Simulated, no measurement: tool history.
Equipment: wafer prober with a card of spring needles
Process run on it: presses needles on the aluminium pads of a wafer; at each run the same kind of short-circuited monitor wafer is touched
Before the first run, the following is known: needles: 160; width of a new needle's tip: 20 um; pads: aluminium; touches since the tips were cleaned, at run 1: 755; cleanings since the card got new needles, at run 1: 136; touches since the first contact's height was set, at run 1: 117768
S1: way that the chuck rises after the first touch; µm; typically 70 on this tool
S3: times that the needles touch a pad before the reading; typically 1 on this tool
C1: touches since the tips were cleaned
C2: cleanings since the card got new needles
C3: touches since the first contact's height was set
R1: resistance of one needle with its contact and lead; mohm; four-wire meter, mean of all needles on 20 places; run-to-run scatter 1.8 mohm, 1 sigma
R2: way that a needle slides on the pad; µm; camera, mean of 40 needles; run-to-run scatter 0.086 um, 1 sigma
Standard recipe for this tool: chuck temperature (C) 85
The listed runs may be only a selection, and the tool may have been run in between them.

Run 1, day 0: usual settings; C1 755; C2 136; C3 117768. Result: R1 192 mohm, R2 13.15 µm.
At day 0.229: tips cleaned on abrasive film.
At day 0.612: tips cleaned on abrasive film.
At day 0.996: tips cleaned on abrasive film.
Run 2, day 1.279: usual settings; C1 1676; C2 139; C3 125250. Result: R1 194 mohm, R2 13.08 µm.
At day 1.358: tips cleaned on abrasive film.
At day 1.742: tips cleaned on abrasive film.
At day 2.125: tips cleaned on abrasive film.
At day 2.504: tips cleaned on abrasive film.
Run 3, day 2.712: usual settings; C1 1217; C2 143; C3 133603. Result: R1 193 mohm, R2 13.17 µm.
At day 2.867: tips cleaned on abrasive film.
At day 3.175: tips cleaned on abrasive film.
At day 3.558: tips cleaned on abrasive film.
At day 3.938: tips cleaned on abrasive film.
Run 4, day 4.167: usual settings; C1 1354; C2 147; C3 142083. Result: R1 195 mohm, R2 13.24 µm.
At day 4.246: tips cleaned on abrasive film.
At day 4.554: tips cleaned on abrasive film.
At day 4.933: tips cleaned on abrasive film.
Run 5, day 4.975: usual settings; C1 238; C2 150; C3 146789. Result: R1 190 mohm, R2 12.9 µm.
At day 5.283: tips cleaned on abrasive film.
At day 5.588: tips cleaned on abrasive film.
At day 5.971: tips cleaned on abrasive film.
Run 6, day 6.158: usual settings; C1 1110; C2 153; C3 153707. Result: R1 190 mohm, R2 13.06 µm.
At day 6.312: tips cleaned on abrasive film.
At day 6.696: tips cleaned on abrasive film.
At day 7.075: tips cleaned on abrasive film.
Run 7, day 7.121: usual settings but chuck temperature (C) 42; C1 280; C2 156; C3 159307. Result: R1 183 mohm, R2 13.05 µm.
At day 7.429: tips cleaned on abrasive film.
At day 7.517: height of the first contact set anew.
At day 7.821: tips cleaned on abrasive film.
At day 8.204: tips cleaned on abrasive film.
At day 8.579: tips cleaned on abrasive film.
Run 8, day 8.658: usual settings; C1 466; C2 160; C3 6666. Result: R1 191 mohm, R2 13.09 µm.
At day 8.892: tips cleaned on abrasive film.
At day 9.271: tips cleaned on abrasive film.
At day 9.654: tips cleaned on abrasive film.
Run 9, day 9.817: usual settings; C1 963; C2 163; C3 13440. Result: R1 192 mohm, R2 13.06 µm.
At day 9.971: tips cleaned on abrasive film.
At day 10.279: tips cleaned on abrasive film.
At day 10.588: tips cleaned on abrasive film.
At day 10.967: tips cleaned on abrasive film.
Run 10, day 11.096: usual settings; C1 765; C2 167; C3 20897. Result: R1 191 mohm, R2 13.13 µm.
At day 11.329: tips cleaned on abrasive film.
At day 11.712: tips cleaned on abrasive film.
Run 11, day 11.838: usual settings; C1 742; C2 169; C3 25211. Result: R1 190 mohm, R2 13.07 µm.
At day 12.067: tips cleaned on abrasive film.
At day 12.45: tips cleaned on abrasive film.
At day 12.754: tips cleaned on abrasive film.
At day 13.062: tips cleaned on abrasive film.
Run 12, day 13.067: usual settings; C1 13; C2 173; C3 32360. Result: R1 190 mohm, R2 13.17 µm.
At day 13.375: tips cleaned on abrasive film.
At day 13.754: tips cleaned on abrasive film.
At day 14.133: tips cleaned on abrasive film.
At day 14.442: tips cleaned on abrasive film.
Run 13, day 14.6: usual settings; C1 932; C2 177; C3 41323. Result: R1 191 mohm, R2 13.13 µm.
At day 14.758: tips cleaned on abrasive film.
At day 15.138: tips cleaned on abrasive film.
At day 15.517: tips cleaned on abrasive film.
Run 14, day 15.8: usual settings; C1 1682; C2 180; C3 48341. Result: R1 194 mohm, R2 13.13 µm.
At day 15.883: tips cleaned on abrasive film.
At day 16.262: tips cleaned on abrasive film.
At day 16.642: tips cleaned on abrasive film.
At day 16.95: tips cleaned on abrasive film.
At day 17.329: tips cleaned on abrasive film.
Run 15, day 17.412: usual settings but S1 53 µm, chuck temperature (C) 29; C1 492; C2 185; C3 57738. Result: R1 184 mohm, R2 9.91 µm.
At day 17.646: tips cleaned on abrasive film.
At day 17.95: tips cleaned on abrasive film.
Run 16, day 18.142: usual settings but S1 53 µm, chuck temperature (C) 29; C1 1114; C2 187; C3 61972. Result: R1 183 mohm, R2 9.89 µm.
At day 18.296: tips cleaned on abrasive film.
At day 18.679: tips cleaned on abrasive film.
At day 19.058: tips cleaned on abrasive film.
Run 17, day 19.204: usual settings but S1 77 µm, chuck temperature (C) 81; C1 843; C2 190; C3 68168. Result: R1 189 mohm, R2 14.32 µm.
At day 19.433: tips cleaned on abrasive film.
At day 19.817: tips cleaned on abrasive film.
At day 20.2: tips cleaned on abrasive film.
At day 20.579: tips cleaned on abrasive film.
Run 18, day 20.858: usual settings but S1 55 µm, chuck temperature (C) 58, S3 2; C1 1627; C2 194; C3 77834. Result: R1 186 mohm, R2 10.31 µm.
At day 20.938: tips cleaned on abrasive film.
At day 21.242: tips cleaned on abrasive film.
At day 21.625: tips cleaned on abrasive film.
At day 22.004: tips cleaned on abrasive film.
At day 22.388: tips cleaned on abrasive film.
Run 19, day 22.55: usual settings but S1 55 µm, chuck temperature (C) 58, S3 2; C1 968; C2 199; C3 87711. Result: R1 188 mohm, R2 10.25 µm.
At day 22.704: tips cleaned on abrasive film.
At day 23.088: tips cleaned on abrasive film.
At day 23.396: tips cleaned on abrasive film.
Run 20, day 23.592: usual settings but S1 55 µm, chuck temperature (C) 58; C1 1152; C2 202; C3 93777. Result: R1 186 mohm, R2 10.37 µm.
At day 23.746: tips cleaned on abrasive film.
At day 24.054: tips cleaned on abrasive film.
At day 24.433: tips cleaned on abrasive film.
At day 24.742: tips cleaned on abrasive film.
Run 21, day 24.862: usual settings but S1 61 µm; C1 701; C2 206; C3 101173. Result: R1 193 mohm, R2 11.32 µm.
At day 25.092: tips cleaned on abrasive film.
At day 25.4: tips cleaned on abrasive film.
At day 25.779: tips cleaned on abrasive film.
At day 26.096: tips cleaned on abrasive film.
Run 22, day 26.096: usual settings but S1 88 µm, chuck temperature (C) 92; C1 0; C2 210; C3 108360. Result: R1 188 mohm, R2 16.55 µm.
At day 26.475: tips cleaned on abrasive film.
At day 26.783: tips cleaned on abrasive film.
At day 27.167: tips cleaned on abrasive film.
At day 27.517: tips cleaned on abrasive film.
Run 23, day 27.517: usual settings but S1 57 µm, chuck temperature (C) 32; C1 0; C2 214; C3 116662. Result: R1 185 mohm, R2 10.68 µm.
At day 27.9: tips cleaned on abrasive film.
At day 28.208: tips cleaned on abrasive film.
At day 28.588: tips cleaned on abrasive film.
At day 28.896: tips cleaned on abrasive film.
At day 29.217: tips cleaned on abrasive film.
Run 24, day 29.217: usual settings but chuck temperature (C) 41; C1 0; C2 219; C3 126557. Result: R1 182 mohm, R2 13.06 µm.
At day 29.596: tips cleaned on abrasive film.
At day 29.979: tips cleaned on abrasive film.
At day 30.362: tips cleaned on abrasive film.
At day 30.746: tips cleaned on abrasive film.
Run 25, day 30.983: usual settings but S1 90 µm, S3 3; C1 1414; C2 223; C3 136896. Result: R1 188 mohm, R2 16.89 µm.
At day 31.062: tips cleaned on abrasive film.
At day 31.371: tips cleaned on abrasive film.
At day 31.75: tips cleaned on abrasive film.
At day 32.054: tips cleaned on abrasive film.
At day 32.438: tips cleaned on abrasive film.
Run 26, day 32.55: usual settings but S1 90 µm, S3 3; C1 647; C2 228; C3 146010. Result: R1 190 mohm, R2 16.64 µm.
At day 32.779: tips cleaned on abrasive film.
At day 33.162: tips cleaned on abrasive film.
At day 33.546: tips cleaned on abrasive film.
At day 33.85: tips cleaned on abrasive film.
Run 27, day 33.971: usual settings but S1 90 µm, S3 3; C1 713; C2 232; C3 154314. Result: R1 192 mohm, R2 16.64 µm.

3 ways to go on from here, each from the tool as it stands after run 27. What would each give?
At day 34.204: tips cleaned on abrasive film.
At day 34.583: tips cleaned on abrasive film.
At day 34.967: tips cleaned on abrasive film.
At day 35.204: height of the first contact set anew.
At day 35.283: tips cleaned on abrasive film.
Run A, day 35.521: usual settings but S1 90 µm, chuck temperature (C) 31, S3 3; C1 1401; C2 236; C3 1849. Result: R1 ?, R2 ?.
At day 34.204: tips cleaned on abrasive film.
At day 34.583: tips cleaned on abrasive film.
At day 34.967: tips cleaned on abrasive film.
At day 35.204: height of the first contact set anew.
At day 35.283: tips cleaned on abrasive film.
Run B, day 35.521: usual settings but chuck temperature (C) 81, S3 2; C1 1401; C2 236; C3 1849. Result: R1 ?, R2 ?.
At day 34.204: tips cleaned on abrasive film.
At day 34.583: tips cleaned on abrasive film.
At day 34.967: tips cleaned on abrasive film.
At day 35.204: height of the first contact set anew.
At day 35.283: tips cleaned on abrasive film.
Run C, day 35.521: usual settings but chuck temperature (C) 93, S3 2; C1 1401; C2 236; C3 1849. Result: R1 ?, R2 ?.

run   R1     R2
  A  177  16.71
  B  193  13.04
  C  192  13.06
Without the tool's unlogged condition, the same runs would have read:
run   R1     R2
  A  177  16.71
  B  192  13.04
  C  192  13.06

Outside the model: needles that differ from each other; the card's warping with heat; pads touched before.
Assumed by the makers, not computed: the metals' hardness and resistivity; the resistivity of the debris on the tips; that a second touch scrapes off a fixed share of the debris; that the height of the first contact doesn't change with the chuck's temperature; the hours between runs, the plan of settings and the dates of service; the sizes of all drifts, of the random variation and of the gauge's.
